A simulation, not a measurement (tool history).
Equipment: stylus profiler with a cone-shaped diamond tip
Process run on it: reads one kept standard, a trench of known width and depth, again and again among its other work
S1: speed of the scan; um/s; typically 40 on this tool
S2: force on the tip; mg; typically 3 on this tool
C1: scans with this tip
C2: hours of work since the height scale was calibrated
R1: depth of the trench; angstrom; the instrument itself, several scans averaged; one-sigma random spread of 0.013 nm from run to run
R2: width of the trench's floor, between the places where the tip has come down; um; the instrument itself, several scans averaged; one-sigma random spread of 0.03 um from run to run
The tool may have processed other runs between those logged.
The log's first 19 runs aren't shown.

run    hour   S1    S2     C1    C2      R1     R2
 20   745.2   40  2.35   6622   739  1014.7  48.43
 21   771.7   40  2.35   6779   756  1014.8  48.38
 22   813.1   32     3   7024   783  1017.5  48.43
 23   866.4   83   1.5   7340   819  1011.1  48.15
 24     904   42  2.77   7563   844  1016.5  48.41
 25   938.9   67  1.35   7769   867  1010.7  48.16
 26   964.6   16  3.89   7921   884  1020.3  48.52
 27  1018.7   41  1.08   8242   919  1009.5  48.25
 28  1063.1   41  1.08   8505   949  1009.4  48.31
 29  1090.2  154  4.72   8665   966  1023.3   48.1
 30  1114.4   25  1.31   8808   982  1010.5  48.37
 31    1166   25  1.31   9114  1017  1010.5  48.41
 32  1219.9   37  3.85   9433  1052  1020.5  48.39
 33  1251.9   42  3.85   9623  1073  1020.4  48.38
 34  1284.1   40  3.88   9813  1095  1020.9  48.45
 35  1317.3   31  1.92  10010  1116  1013.5  48.37
 36  1353.2   40  1.32  10222  1140  1010.4  48.25
 37  1409.6   27  1.45  10556  1177  1011.5  48.32

Expected results for the next run?
 38  1442.2  27  1.45  10749  1199   ?   ?

{"run 38": {"R1": 1011.5, "R2": 48.34}}
If the tool had no hidden condition, the same run with the same run-to-run variation would have returned R1 1010 angstrom, R2 48.61 um.
